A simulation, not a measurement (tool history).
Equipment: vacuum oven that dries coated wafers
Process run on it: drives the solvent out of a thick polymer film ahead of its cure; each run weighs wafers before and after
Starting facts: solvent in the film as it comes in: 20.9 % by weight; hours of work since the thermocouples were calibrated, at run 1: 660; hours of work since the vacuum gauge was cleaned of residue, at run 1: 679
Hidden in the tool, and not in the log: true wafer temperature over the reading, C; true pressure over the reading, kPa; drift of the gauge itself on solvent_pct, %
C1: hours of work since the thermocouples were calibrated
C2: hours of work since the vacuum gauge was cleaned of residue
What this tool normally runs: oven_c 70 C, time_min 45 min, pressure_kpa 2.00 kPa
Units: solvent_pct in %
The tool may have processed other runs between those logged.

{"run": 1, "hour": 0.0, "oven_c": 70, "time_min": 45, "pressure_kpa": 2.0, "C1": 660, "C2": 679, "solvent_pct": 2.87}
{"run": 2, "hour": 39.1, "oven_c": 70, "time_min": 45, "pressure_kpa": 2.0, "C1": 679, "C2": 697, "solvent_pct": 2.86}
{"run": 3, "hour": 59.9, "oven_c": 81, "time_min": 45, "pressure_kpa": 2.0, "C1": 688, "C2": 707, "solvent_pct": 1.44}
{"run": 4, "hour": 94.1, "oven_c": 70, "time_min": 45, "pressure_kpa": 2.0, "C1": 704, "C2": 723, "solvent_pct": 2.83}
{"run": 5, "hour": 116.9, "oven_c": 70, "time_min": 45, "pressure_kpa": 2.0, "C1": 715, "C2": 734, "solvent_pct": 2.79}
{"run": 6, "hour": 160.9, "oven_c": 70, "time_min": 45, "pressure_kpa": 2.0, "C1": 736, "C2": 754, "solvent_pct": 2.84}
{"run": 7, "hour": 200.0, "oven_c": 70, "time_min": 45, "pressure_kpa": 2.0, "C1": 754, "C2": 773, "solvent_pct": 2.83}
{"run": 8, "hour": 239.1, "oven_c": 70, "time_min": 36, "pressure_kpa": 2.0, "C1": 773, "C2": 791, "solvent_pct": 3.34}
{"run": 9, "hour": 280.1, "oven_c": 70, "time_min": 36, "pressure_kpa": 2.0, "C1": 792, "C2": 811, "solvent_pct": 3.31}
{"run": 10, "hour": 307.2, "oven_c": 70, "time_min": 36, "pressure_kpa": 2.0, "C1": 805, "C2": 823, "solvent_pct": 3.46}
{"run": 11, "hour": 343.6, "oven_c": 70, "time_min": 45, "pressure_kpa": 2.6, "C1": 822, "C2": 840, "solvent_pct": 3.52}
{"run": 12, "hour": 386.9, "oven_c": 70, "time_min": 45, "pressure_kpa": 2.6, "C1": 842, "C2": 861, "solvent_pct": 3.42}
{"run": 13, "hour": 417.7, "oven_c": 76, "time_min": 45, "pressure_kpa": 2.6, "C1": 857, "C2": 875, "solvent_pct": 2.38}
{"run": 14, "hour": 448.9, "oven_c": 76, "time_min": 45, "pressure_kpa": 2.6, "C1": 872, "C2": 890, "solvent_pct": 2.43}
{"run": 15, "hour": 490.4, "oven_c": 76, "time_min": 31, "pressure_kpa": 2.6, "C1": 891, "C2": 910, "solvent_pct": 2.84}
{"run": 16, "hour": 524.6, "oven_c": 72, "time_min": 31, "pressure_kpa": 2.6, "C1": 907, "C2": 926, "solvent_pct": 3.88}
{"run": 17, "hour": 556.8, "oven_c": 70, "time_min": 45, "pressure_kpa": 1.24, "C1": 922, "C2": 941, "solvent_pct": 2.2}
{"run": 18, "hour": 599.9, "oven_c": 70, "time_min": 45, "pressure_kpa": 1.24, "C1": 943, "C2": 961, "solvent_pct": 2.2}
{"run": 19, "hour": 627.7, "oven_c": 70, "time_min": 45, "pressure_kpa": 2.0, "C1": 956, "C2": 974, "solvent_pct": 2.94}
{"run": 20, "hour": 650.6, "oven_c": 70, "time_min": 45, "pressure_kpa": 2.0, "C1": 967, "C2": 985, "solvent_pct": 2.98}
{"run": 21, "hour": 672.3, "oven_c": 55, "time_min": 45, "pressure_kpa": 2.0, "C1": 977, "C2": 995, "solvent_pct": 8.96}
{"run": 22, "hour": 699.7, "oven_c": 55, "time_min": 45, "pressure_kpa": 2.0, "C1": 990, "C2": 1008, "solvent_pct": 9.15}
{"run": 23, "hour": 740.9, "oven_c": 55, "time_min": 45, "pressure_kpa": 2.0, "C1": 1009, "C2": 1028, "solvent_pct": 9.25}
{"run": 24, "hour": 777.6, "oven_c": 72, "time_min": 24, "pressure_kpa": 2.0, "C1": 1026, "C2": 1045, "solvent_pct": 4.23}
{"run": 25, "hour": 812.2, "oven_c": 70, "time_min": 36, "pressure_kpa": 2.0, "C1": 1043, "C2": 1061, "solvent_pct": 3.55}
{"run": 26, "hour": 832.6, "oven_c": 73, "time_min": 40, "pressure_kpa": 2.94, "C1": 1052, "C2": 1071, "solvent_pct": 3.43}
{"run": 27, "hour": 850.8, "oven_c": 73, "time_min": 47, "pressure_kpa": 2.0, "C1": 1061, "C2": 1079, "solvent_pct": 2.41}
{"run": 28, "hour": 887.1, "oven_c": 65, "time_min": 28, "pressure_kpa": 3.88, "C1": 1078, "C2": 1096, "solvent_pct": 8.43}
{"run": 29, "hour": 911.7, "oven_c": 84, "time_min": 50, "pressure_kpa": 6.35, "C1": 1089, "C2": 1108, "solvent_pct": 3.94}
{"run": 30, "hour": 929.9, "oven_c": 67, "time_min": 71, "pressure_kpa": 1.77, "C1": 1098, "C2": 1117, "solvent_pct": 2.87}
{"run": 31, "hour": 970.7, "oven_c": 79, "time_min": 45, "pressure_kpa": 7.97, "C1": 1117, "C2": 1136, "solvent_pct": 6.03}
{"run": 32, "hour": 1012.1, "oven_c": 65, "time_min": 45, "pressure_kpa": 2.0, "C1": 1137, "C2": 1155, "solvent_pct": 4.54}
{"run": 33, "hour": 1035.9, "oven_c": 61, "time_min": 50, "pressure_kpa": 5.37, "C1": 1148, "C2": 1166, "solvent_pct": 10.31}
{"run": 34, "hour": 1061.2, "oven_c": 61, "time_min": 50, "pressure_kpa": 5.37, "C1": 1160, "C2": 1178, "solvent_pct": 10.2}
{"run": 35, "hour": 1081.5, "oven_c": 72, "time_min": 69, "pressure_kpa": 6.51, "C1": 1169, "C2": 1188, "solvent_pct": 6.61}
{"run": 36, "hour": 1117.8, "oven_c": 78, "time_min": 62, "pressure_kpa": 3.18, "C1": 1187, "C2": 1205, "solvent_pct": 2.81}
{"run": 37, "hour": 1157.4, "oven_c": 77, "time_min": 27, "pressure_kpa": 2.43, "C1": 1205, "C2": 1224, "solvent_pct": 2.9}
{"run": 38, "hour": 1179.8, "oven_c": 64, "time_min": 70, "pressure_kpa": 2.93, "C1": 1216, "C2": 1234, "solvent_pct": 5.15}
{"run": 39, "hour": 1204.0, "oven_c": 64, "time_min": 70, "pressure_kpa": 2.93, "C1": 1227, "C2": 1246, "solvent_pct": 5.07}
{"run": 40, "hour": 1245.6, "oven_c": 64, "time_min": 70, "pressure_kpa": 2.93, "C1": 1247, "C2": 1265, "solvent_pct": 5.16}
{"run": 41, "hour": 1264.6, "oven_c": 64, "time_min": 43, "pressure_kpa": 5.75, "C1": 1256, "C2": 1274, "solvent_pct": 9.67}
{"run": 42, "hour": 1303.2, "oven_c": 64, "time_min": 43, "pressure_kpa": 5.75, "C1": 1274, "C2": 1292, "solvent_pct": 9.62}
{"run": 43, "hour": 1322.7, "oven_c": 64, "time_min": 39, "pressure_kpa": 1.5, "C1": 1283, "C2": 1302, "solvent_pct": 5.03}
{"run": 44, "hour": 1358.1, "oven_c": 64, "time_min": 39, "pressure_kpa": 1.5, "C1": 1300, "C2": 1318, "solvent_pct": 5.19}
{"run": 45, "hour": 1393.8, "oven_c": 56, "time_min": 45, "pressure_kpa": 2.0, "C1": 1317, "C2": 1335, "solvent_pct": 8.94}
{"run": 46, "hour": 1419.3, "oven_c": 80, "time_min": 45, "pressure_kpa": 2.0, "C1": 1329, "C2": 1347, "solvent_pct": 1.81}

Below are 4 alternative next runs, each starting from the tool's condition after run 46. Predict each:
{"run": "A", "hour": 1437.4, "oven_c": 64, "time_min": 26, "pressure_kpa": 2.0, "C1": 1337, "C2": 1356, "solvent_pct": "?"}
{"run": "B", "hour": 1437.4, "oven_c": 57, "time_min": 45, "pressure_kpa": 2.0, "C1": 1337, "C2": 1356, "solvent_pct": "?"}
{"run": "C", "hour": 1437.4, "oven_c": 59, "time_min": 45, "pressure_kpa": 2.0, "C1": 1337, "C2": 1356, "solvent_pct": "?"}
{"run": "D", "hour": 1437.4, "oven_c": 70, "time_min": 58, "pressure_kpa": 2.0, "C1": 1337, "C2": 1356, "solvent_pct": "?"}

run=A solvent_pct=7.67
run=B solvent_pct=8.32
run=C solvent_pct=7.36
run=D solvent_pct=2.97
The same runs, with their run-to-run variation unchanged, on a tool lacking any hidden condition would have given:
run=A solvent_pct=6.92
run=B solvent_pct=7.33
run=C solvent_pct=6.40
run=D solvent_pct=2.28
